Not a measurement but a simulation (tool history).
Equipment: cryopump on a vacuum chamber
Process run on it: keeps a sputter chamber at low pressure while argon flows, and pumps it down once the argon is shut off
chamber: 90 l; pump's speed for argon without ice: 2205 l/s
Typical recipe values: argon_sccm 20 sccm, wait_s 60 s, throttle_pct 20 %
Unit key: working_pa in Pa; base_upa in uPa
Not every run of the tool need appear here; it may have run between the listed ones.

run 1 day=0 | argon_sccm=20 wait_s=60 throttle_pct=20 | working_pa=0.0795 base_upa=0.86
run 2 day=1.621 | argon_sccm=20 wait_s=60 throttle_pct=20 | working_pa=0.0794 base_upa=0.94
-- day=2.862 pump warmed up, emptied and cooled again
run 3 day=3.033 | argon_sccm=20 wait_s=60 throttle_pct=20 | working_pa=0.0771 base_upa=0.84
run 4 day=5.525 | argon_sccm=20 wait_s=60 throttle_pct=20 | working_pa=0.0771 base_upa=0.95
run 5 day=7.208 | argon_sccm=20 wait_s=60 throttle_pct=20 | working_pa=0.0772 base_upa=0.95
run 6 day=9.583 | argon_sccm=20 wait_s=60 throttle_pct=20 | working_pa=0.0778 base_upa=1.08
run 7 day=11.908 | argon_sccm=20 wait_s=60 throttle_pct=20 | working_pa=0.0779 base_upa=1.05
run 8 day=13.754 | argon_sccm=20 wait_s=60 throttle_pct=37 | working_pa=0.0423 base_upa=1.12
run 9 day=15.075 | argon_sccm=16 wait_s=67 throttle_pct=20 | working_pa=0.0622 base_upa=1.16
run 10 day=17.217 | argon_sccm=16 wait_s=67 throttle_pct=20 | working_pa=0.0629 base_upa=1.19

Run 11 has not been measured yet. What should we expect?
run 11 day=19.408 | argon_sccm=35 wait_s=26 throttle_pct=20 | working_pa=? base_upa=?

working_pa: 0.1368 Pa
base_upa: 1.87 uPa
The same run, on a tool lacking any hidden state, would have yielded working_pa 0.1344 Pa, base_upa 1.15 uPa.
